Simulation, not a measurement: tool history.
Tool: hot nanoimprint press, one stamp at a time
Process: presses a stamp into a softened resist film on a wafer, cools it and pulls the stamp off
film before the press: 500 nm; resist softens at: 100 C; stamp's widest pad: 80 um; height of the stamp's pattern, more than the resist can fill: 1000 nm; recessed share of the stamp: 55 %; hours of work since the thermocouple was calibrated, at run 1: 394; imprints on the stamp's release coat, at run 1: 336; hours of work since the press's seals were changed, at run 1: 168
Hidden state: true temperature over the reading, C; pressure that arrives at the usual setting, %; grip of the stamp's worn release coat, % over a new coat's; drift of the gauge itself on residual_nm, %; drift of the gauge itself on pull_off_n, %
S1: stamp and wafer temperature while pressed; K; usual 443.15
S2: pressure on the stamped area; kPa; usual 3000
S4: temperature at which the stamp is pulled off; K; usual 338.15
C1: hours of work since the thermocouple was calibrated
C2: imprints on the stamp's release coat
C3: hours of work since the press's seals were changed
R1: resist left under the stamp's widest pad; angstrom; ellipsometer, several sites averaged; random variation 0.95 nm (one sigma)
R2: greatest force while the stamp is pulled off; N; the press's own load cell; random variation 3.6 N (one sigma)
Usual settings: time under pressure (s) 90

Run 1, hour 0: usual settings; C1 394; C2 336; C3 168. Result: R1 2293 angstrom, R2 237 N.
Run 2, hour 5.3: usual settings but S2 3480 kPa; C1 398; C2 357; C3 171. Result: R1 2154 angstrom, R2 236 N.
Run 3, hour 9.6: usual settings but S2 3480 kPa; C1 400; C2 375; C3 174. Result: R1 2130 angstrom, R2 244 N.
Run 4, hour 17.7: usual settings but S2 3480 kPa; C1 406; C2 409; C3 179. Result: R1 2129 angstrom, R2 245 N.
Run 5, hour 25: usual settings but S2 3480 kPa; C1 410; C2 440; C3 184. Result: R1 2132 angstrom, R2 232 N.
Run 6, hour 30.7: usual settings; C1 414; C2 463; C3 187. Result: R1 2312 angstrom, R2 240 N.
Run 7, hour 39.8: usual settings but S4 324.15 K; C1 420; C2 501; C3 193. Result: R1 2294 angstrom, R2 286 N.
Run 8, hour 47.4: usual settings but S4 324.15 K; C1 425; C2 533; C3 198. Result: R1 2285 angstrom, R2 287 N.
At hour 56.3: stamp cleaned and given a new release coat.
Run 9, hour 58: usual settings but S4 328.15 K; C1 428; C2 7; C3 201. Result: R1 2279 angstrom, R2 248 N.
Run 10, hour 62.4: usual settings but S4 328.15 K; C1 430; C2 26; C3 204. Result: R1 2278 angstrom, R2 248 N.
Run 11, hour 71: usual settings but S4 328.15 K; C1 436; C2 61; C3 209. Result: R1 2276 angstrom, R2 251 N.
Run 12, hour 81.5: usual settings but time under pressure (s) 128, S4 326.15 K; C1 443; C2 105; C3 216. Result: R1 2003 angstrom, R2 256 N.
At hour 85.3: plate thermocouple calibrated.
Run 13, hour 93.9: usual settings but S1 453.15 K, time under pressure (s) 50, S4 342.15 K; C1 5; C2 144; C3 222. Result: R1 1749 angstrom, R2 214 N.
Run 14, hour 99.5: usual settings but S4 335.15 K; C1 9; C2 167; C3 226. Result: R1 2254 angstrom, R2 230 N.
Run 15, hour 106.8: usual settings but time under pressure (s) 57; C1 14; C2 197; C3 230. Result: R1 2642 angstrom, R2 231 N.
Run 16, hour 111.3: usual settings but S1 451.15 K, S2 3310 kPa, time under pressure (s) 157, S4 340.15 K; C1 17; C2 216; C3 233. Result: R1 1135 angstrom, R2 229 N.
Run 17, hour 121: usual settings but S1 451.15 K, S2 2120 kPa, time under pressure (s) 157, S4 335.15 K; C1 23; C2 257; C3 239. Result: R1 1447 angstrom, R2 242 N.
Run 18, hour 131.3: usual settings but S1 438.15 K, S2 4210 kPa, time under pressure (s) 46, S4 326.15 K; C1 29; C2 300; C3 246. Result: R1 3047 angstrom, R2 272 N.
Run 19, hour 139.7: usual settings but S1 436.15 K; C1 35; C2 335; C3 251. Result: R1 3094 angstrom, R2 236 N.
At hour 147.9: plate thermocouple calibrated, once more.
Run 20, hour 150.7: usual settings but time under pressure (s) 92, S4 326.15 K; C1 2; C2 368; C3 256. Result: R1 2329 angstrom, R2 266 N.
Run 21, hour 160.3: usual settings but S1 438.15 K, S2 2060 kPa; C1 8; C2 408; C3 263. Result: R1 3406 angstrom, R2 243 N.

Measured less the same run without the tool's hidden state. The same run-to-run variation is in both; the gauge's scatter may not be:
run    R1   R2
  1   -65  +12
  2   -62  +13
  3   -62  +14
  4   -62  +15
  5   -62  +16
  6   -68  +17
  7   -69  +22
  8   -69  +24
  9   -69   -1
 10   -70   -1
 11   -71   +1
 12   -67   +3
 13   -81   +3
 14  -111   +4
 15  -119   +5
 16   -58   +6
 17   -77   +8
 18  -124  +12
 19  -137  +11
 20    -8  +17
 21   -17  +17

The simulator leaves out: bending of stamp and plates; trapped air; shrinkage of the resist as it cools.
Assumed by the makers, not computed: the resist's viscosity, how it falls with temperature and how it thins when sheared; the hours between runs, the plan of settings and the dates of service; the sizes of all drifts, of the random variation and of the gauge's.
